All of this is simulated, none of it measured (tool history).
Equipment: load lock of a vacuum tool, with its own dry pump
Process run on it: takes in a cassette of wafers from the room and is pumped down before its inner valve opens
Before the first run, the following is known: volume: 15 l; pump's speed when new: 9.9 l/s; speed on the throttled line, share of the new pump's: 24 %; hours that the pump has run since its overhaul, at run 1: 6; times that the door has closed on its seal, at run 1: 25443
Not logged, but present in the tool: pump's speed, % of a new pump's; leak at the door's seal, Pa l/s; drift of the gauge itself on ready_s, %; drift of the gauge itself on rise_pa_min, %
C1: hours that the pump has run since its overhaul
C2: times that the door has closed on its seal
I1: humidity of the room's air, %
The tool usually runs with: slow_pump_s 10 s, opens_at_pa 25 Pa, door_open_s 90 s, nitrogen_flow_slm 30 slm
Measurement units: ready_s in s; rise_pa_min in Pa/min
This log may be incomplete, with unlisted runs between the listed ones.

Run 1, hour 0: usual settings; C1 6; C2 25443; I1 40.9. Result: ready_s 20.2 s, rise_pa_min 0.169 Pa/min.
Run 2, hour 77: usual settings; C1 83; C2 25764; I1 40.4. Result: ready_s 20.5 s, rise_pa_min 0.169 Pa/min.
Run 3, hour 184: usual settings; C1 190; C2 26210; I1 40.6. Result: ready_s 20.5 s, rise_pa_min 0.182 Pa/min.
Run 4, hour 307.1: usual settings but door_open_s 41 s; C1 313; C2 26725; I1 41.5. Result: ready_s 20.2 s, rise_pa_min 0.163 Pa/min.
Run 5, hour 440: usual settings but slow_pump_s 7 s; C1 446; C2 27279; I1 40.9. Result: ready_s 18.1 s, rise_pa_min 0.181 Pa/min.
Run 6, hour 547.2: usual settings but slow_pump_s 7 s; C1 553; C2 27727; I1 44.8. Result: ready_s 18.4 s, rise_pa_min 0.194 Pa/min.
Run 7, hour 646.4: usual settings; C1 652; C2 28141; I1 42.8. Result: ready_s 20.6 s, rise_pa_min 0.194 Pa/min.
Run 8, hour 735.4: usual settings; C1 741; C2 28512; I1 46.5. Result: ready_s 20.5 s, rise_pa_min 0.198 Pa/min.
Run 9, hour 818.2: usual settings; C1 824; C2 28858; I1 43.4. Result: ready_s 20.4 s, rise_pa_min 0.202 Pa/min.
Run 10, hour 914.7: usual settings but door_open_s 76 s; C1 920; C2 29261; I1 46.2. Result: ready_s 20.6 s, rise_pa_min 0.205 Pa/min.
Run 11, hour 970.2: usual settings but door_open_s 76 s; C1 976; C2 29492; I1 43.7. Result: ready_s 20.1 s, rise_pa_min 0.203 Pa/min.
Run 12, hour 1078.2: usual settings but slow_pump_s 11 s; C1 1084; C2 29943; I1 45. Result: ready_s 21.4 s, rise_pa_min 0.212 Pa/min.
Run 13, hour 1169.3: usual settings but door_open_s 121 s; C1 1175; C2 30324; I1 46.1. Result: ready_s 20.6 s, rise_pa_min 0.221 Pa/min.
Run 14, hour 1283.2: usual settings; C1 1289; C2 30799; I1 42.9. Result: ready_s 20.6 s, rise_pa_min 0.215 Pa/min.
Run 15, hour 1386.8: usual settings; C1 1392; C2 31231; I1 42.3. Result: ready_s 20.5 s, rise_pa_min 0.217 Pa/min.
Run 16, hour 1440.9: usual settings; C1 1447; C2 31457; I1 42.7. Result: ready_s 20.5 s, rise_pa_min 0.221 Pa/min.
Run 17, hour 1502.5: usual settings but nitrogen_flow_slm 6 slm; C1 1508; C2 31714; I1 45.2. Result: ready_s 20.5 s, rise_pa_min 0.257 Pa/min.
Run 18, hour 1574.7: usual settings but slow_pump_s 6 s, opens_at_pa 33 Pa, door_open_s 44 s; C1 1580; C2 32015; I1 44.6. Result: ready_s 17 s, rise_pa_min 0.212 Pa/min.
Run 19, hour 1655.3: usual settings but slow_pump_s 17 s, opens_at_pa 18 Pa, door_open_s 150 s; C1 1661; C2 32352; I1 46. Result: ready_s 26.2 s, rise_pa_min 0.247 Pa/min.
Run 20, hour 1739.5: usual settings but slow_pump_s 8 s, opens_at_pa 26 Pa, door_open_s 150 s; C1 1745; C2 32703; I1 45.1. Result: ready_s 19.1 s, rise_pa_min 0.243 Pa/min.
Run 21, hour 1830.7: usual settings but slow_pump_s 14 s, opens_at_pa 19 Pa, door_open_s 26 s, nitrogen_flow_slm 7 slm; C1 1836; C2 33084; I1 42.5. Result: ready_s 24.1 s, rise_pa_min 0.221 Pa/min.
Run 22, hour 1913.5: usual settings but slow_pump_s 8 s, opens_at_pa 34 Pa, door_open_s 88 s; C1 1919; C2 33430; I1 40.7. Result: ready_s 18.6 s, rise_pa_min 0.232 Pa/min.
Run 23, hour 1977.1: usual settings but slow_pump_s 6 s, nitrogen_flow_slm 25 slm; C1 1983; C2 33695; I1 46.2. Result: ready_s 17.7 s, rise_pa_min 0.246 Pa/min.
Run 24, hour 2111.3: usual settings but slow_pump_s 6 s, nitrogen_flow_slm 25 slm; C1 2117; C2 34255; I1 47.3. Result: ready_s 17.8 s, rise_pa_min 0.249 Pa/min.
Run 25, hour 2230: usual settings but slow_pump_s 6 s, nitrogen_flow_slm 25 slm; C1 2236; C2 34751; I1 50.5. Result: ready_s 17.6 s, rise_pa_min 0.256 Pa/min.
Run 26, hour 2343.1: usual settings but slow_pump_s 7 s, door_open_s 31 s; C1 2349; C2 35223; I1 42.1. Result: ready_s 18.4 s, rise_pa_min 0.226 Pa/min.
Run 27, hour 2458.8: usual settings but opens_at_pa 36 Pa, door_open_s 68 s, nitrogen_flow_slm 24 slm; C1 2464; C2 35706; I1 48.8. Result: ready_s 20.1 s, rise_pa_min 0.258 Pa/min.
Run 28, hour 2587.1: usual settings but opens_at_pa 36 Pa, door_open_s 68 s, nitrogen_flow_slm 24 slm; C1 2593; C2 36242; I1 43.2. Result: ready_s 20.1 s, rise_pa_min 0.257 Pa/min.
Run 29, hour 2693.3: usual settings but slow_pump_s 6 s, opens_at_pa 32 Pa, door_open_s 63 s, nitrogen_flow_slm 22 slm; C1 2699; C2 36685; I1 48.1. Result: ready_s 17.4 s, rise_pa_min 0.265 Pa/min.
Run 30, hour 2819.3: usual settings but nitrogen_flow_slm 8 slm; C1 2825; C2 37210; I1 41.6. Result: ready_s 20.5 s, rise_pa_min 0.293 Pa/min.
Run 31, hour 2880.8: usual settings but opens_at_pa 37 Pa, nitrogen_flow_slm 4 slm; C1 2886; C2 37467; I1 46.6. Result: ready_s 19.9 s, rise_pa_min 0.317 Pa/min.
Run 32, hour 2990.8: usual settings but slow_pump_s 6 s, opens_at_pa 20 Pa, door_open_s 43 s, nitrogen_flow_slm 21 slm; C1 2996; C2 37927; I1 46.8. Result: ready_s 17.9 s, rise_pa_min 0.266 Pa/min.
Run 33, hour 3077.8: usual settings but slow_pump_s 16 s; C1 3083; C2 38290; I1 45.5. Result: ready_s 25.3 s, rise_pa_min 0.287 Pa/min.
Run 34, hour 3205.8: usual settings but slow_pump_s 16 s, opens_at_pa 33 Pa, door_open_s 50 s; C1 3211; C2 38824; I1 42.4. Result: ready_s 24.8 s, rise_pa_min 0.261 Pa/min.

Per-run results on a tool with no hidden state, each run keeping its own random variation:
run  ready_s  rise_pa_min
  1       20        0.054
  2     20.3        0.052
  3     20.3        0.061
  4       20        0.039
  5     17.9        0.057
  6     18.1        0.063
  7     20.3        0.061
  8     20.3        0.063
  9     20.2        0.063
 10     20.3        0.063
 11     19.8        0.058
 12     21.1        0.064
 13     20.3        0.074
 14     20.3        0.062
 15     20.2         0.06
 16     20.2        0.061
 17     20.1        0.098
 18     16.7        0.049
 19     25.9        0.085
 20     18.7        0.076
 21     23.7        0.053
 22     18.2        0.056
 23     17.3         0.07
 24     17.3        0.072
 25     17.1        0.075
 26     17.9        0.039
 27     19.7        0.066
 28     19.7         0.06
 29     16.9        0.064
 30       20        0.088
 31     19.4         0.11
 32     17.2        0.055
 33     24.8        0.071
 34     24.3        0.046
